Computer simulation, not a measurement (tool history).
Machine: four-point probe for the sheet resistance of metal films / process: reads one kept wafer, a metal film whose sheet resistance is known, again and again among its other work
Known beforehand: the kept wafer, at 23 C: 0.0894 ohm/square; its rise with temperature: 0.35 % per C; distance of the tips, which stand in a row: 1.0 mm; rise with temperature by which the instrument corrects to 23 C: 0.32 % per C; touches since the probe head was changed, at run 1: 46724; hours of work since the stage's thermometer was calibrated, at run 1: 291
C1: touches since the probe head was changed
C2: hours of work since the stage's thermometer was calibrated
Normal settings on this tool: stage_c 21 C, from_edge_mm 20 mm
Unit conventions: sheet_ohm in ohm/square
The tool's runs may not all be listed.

Run 1, hour 0: usual settings; C1 46724; C2 291. Result: sheet_ohm 0.08905 ohm/square.
Run 2, hour 16.2: usual settings; C1 47506; C2 301. Result: sheet_ohm 0.089065 ohm/square.
Run 3, hour 38.5: usual settings but from_edge_mm 44 mm; C1 48583; C2 315. Result: sheet_ohm 0.088945 ohm/square.
Run 4, hour 56.9: usual settings but from_edge_mm 44 mm; C1 49475; C2 326. Result: sheet_ohm 0.088934 ohm/square.
Run 5, hour 83.7: usual settings but stage_c 30 C, from_edge_mm 44 mm; C1 50770; C2 343. Result: sheet_ohm 0.08919 ohm/square.
Run 6, hour 108.6: usual settings but from_edge_mm 7 mm; C1 51973; C2 359. Result: sheet_ohm 0.089918 ohm/square.
Run 7, hour 125.4: usual settings but from_edge_mm 7 mm; C1 52786; C2 369. Result: sheet_ohm 0.089879 ohm/square.
Run 8, hour 145.6: usual settings but stage_c 32 C; C1 53760; C2 382. Result: sheet_ohm 0.089339 ohm/square.
Run 9, hour 159: usual settings but stage_c 32 C; C1 54409; C2 390. Result: sheet_ohm 0.08933 ohm/square.
Run 10, hour 177.2: usual settings; C1 55290; C2 401. Result: sheet_ohm 0.089057 ohm/square.
Run 11, hour 192.2: usual settings; C1 56013; C2 411. Result: sheet_ohm 0.089019 ohm/square.
Run 12, hour 206: usual settings; C1 56681; C2 419. Result: sheet_ohm 0.089009 ohm/square.
Run 13, hour 221.1: usual settings but stage_c 26 C; C1 57412; C2 429. Result: sheet_ohm 0.089138 ohm/square.
Run 14, hour 243.8: usual settings but stage_c 26 C; C1 58506; C2 443. Result: sheet_ohm 0.089114 ohm/square.
Run 15, hour 270.1: usual settings but stage_c 34 C; C1 59778; C2 459. Result: sheet_ohm 0.089323 ohm/square.
Run 16, hour 286.8: usual settings; C1 60585; C2 470. Result: sheet_ohm 0.088979 ohm/square.
Run 17, hour 311.3: usual settings; C1 61770; C2 485. Result: sheet_ohm 0.088992 ohm/square.
Run 18, hour 328: usual settings; C1 62574; C2 495. Result: sheet_ohm 0.088987 ohm/square.
Run 19, hour 339: usual settings; C1 63110; C2 502. Result: sheet_ohm 0.08899 ohm/square.
Run 20, hour 353.9: usual settings but stage_c 23 C; C1 63827; C2 511. Result: sheet_ohm 0.089032 ohm/square.
Run 21, hour 376.6: usual settings but stage_c 35 C; C1 64926; C2 525. Result: sheet_ohm 0.089311 ohm/square.
Run 22, hour 388.2: usual settings but stage_c 35 C; C1 65486; C2 533. Result: sheet_ohm 0.08933 ohm/square.
Run 23, hour 400.3: usual settings but stage_c 28 C, from_edge_mm 4 mm; C1 66072; C2 540. Result: sheet_ohm 0.091917 ohm/square.
Run 24, hour 425.3: usual settings but stage_c 25 C, from_edge_mm 52 mm; C1 67279; C2 556. Result: sheet_ohm 0.088976 ohm/square.
Run 25, hour 439.8: usual settings but stage_c 25 C, from_edge_mm 8 mm; C1 67981; C2 565. Result: sheet_ohm 0.089725 ohm/square.
Run 26, hour 451.3: usual settings but stage_c 25 C, from_edge_mm 8 mm; C1 68537; C2 572. Result: sheet_ohm 0.089706 ohm/square.
Run 27, hour 469.4: usual settings but stage_c 32 C, from_edge_mm 4 mm; C1 69412; C2 583. Result: sheet_ohm 0.092048 ohm/square.
Run 28, hour 492.5: usual settings but stage_c 30 C; C1 70529; C2 598. Result: sheet_ohm 0.089196 ohm/square.
Run 29, hour 506.1: usual settings but stage_c 33 C, from_edge_mm 3 mm; C1 71183; C2 606. Result: sheet_ohm 0.094164 ohm/square.
Run 30, hour 521.8: usual settings but stage_c 20 C, from_edge_mm 45 mm; C1 71943; C2 616. Result: sheet_ohm 0.08884 ohm/square.
Run 31, hour 546.3: usual settings but stage_c 20 C, from_edge_mm 45 mm; C1 73126; C2 631. Result: sheet_ohm 0.088808 ohm/square.
Run 32, hour 564.4: usual settings but stage_c 32 C, from_edge_mm 28 mm; C1 74001; C2 642. Result: sheet_ohm 0.089193 ohm/square.
Run 33, hour 581.5: usual settings but stage_c 32 C, from_edge_mm 28 mm; C1 74827; C2 653. Result: sheet_ohm 0.089195 ohm/square.
Run 34, hour 598.4: usual settings but stage_c 24 C; C1 75643; C2 664. Result: sheet_ohm 0.08901 ohm/square.
Run 35, hour 612.3: usual settings but from_edge_mm 43 mm; C1 76315; C2 672. Result: sheet_ohm 0.088848 ohm/square.
Run 36, hour 628.7: usual settings but stage_c 20 C, from_edge_mm 9 mm; C1 77111; C2 682. Result: sheet_ohm 0.089333 ohm/square.
Run 37, hour 647.7: usual settings but stage_c 20 C, from_edge_mm 56 mm; C1 78027; C2 694. Result: sheet_ohm 0.088767 ohm/square.
Run 38, hour 665.9: usual settings but stage_c 20 C, from_edge_mm 56 mm; C1 78909; C2 706. Result: sheet_ohm 0.088789 ohm/square.
Run 39, hour 692.6: usual settings but stage_c 20 C, from_edge_mm 56 mm; C1 80197; C2 722. Result: sheet_ohm 0.088763 ohm/square.
Run 40, hour 715.8: usual settings but stage_c 35 C, from_edge_mm 9 mm; C1 81319; C2 737. Result: sheet_ohm 0.089732 ohm/square.
Run 41, hour 732.1: usual settings but stage_c 26 C, from_edge_mm 68 mm; C1 82108; C2 747. Result: sheet_ohm 0.088921 ohm/square.
Run 42, hour 754.9: usual settings but stage_c 25 C, from_edge_mm 5 mm; C1 83207; C2 761. Result: sheet_ohm 0.090753 ohm/square.
Run 43, hour 769.7: usual settings but stage_c 25 C, from_edge_mm 5 mm; C1 83923; C2 770. Result: sheet_ohm 0.090737 ohm/square.
Run 44, hour 788.2: usual settings but stage_c 19 C, from_edge_mm 5 mm; C1 84816; C2 782. Result: sheet_ohm 0.090554 ohm/square.

How would selected steps in sheet_ohm from run to run divide? Give the signed amount a tool lacking its hidden state would still show from settings, what came in and random variation, and the signed amount left for the hidden state, including any gauge scatter that is not in both of the compared results.
Hidden state at play: inner tips' distance over the nominal, %; tips' flats over new ones', %; wafer's true temperature over the reading, C; drift of the gauge itself on sheet_ohm, %.
Run 22 -> 23: stage_c 35 -> 28, from_edge_mm 20 -> 4. sheet_ohm +0.002587 ohm/square: hidden state -0.000017, all else +0.002604.
Run 23 -> 24: stage_c 28 -> 25, from_edge_mm 4 -> 52. sheet_ohm -0.002941 ohm/square: hidden state +0.000008, all else -0.002949.
Run 28 -> 29: stage_c 30 -> 33, from_edge_mm 20 -> 3. sheet_ohm +0.004968 ohm/square: hidden state -0.000029, all else +0.004997.
Run 29 -> 30: stage_c 33 -> 20, from_edge_mm 3 -> 45. sheet_ohm -0.005324 ohm/square: hidden state +0.000022, all else -0.005346.
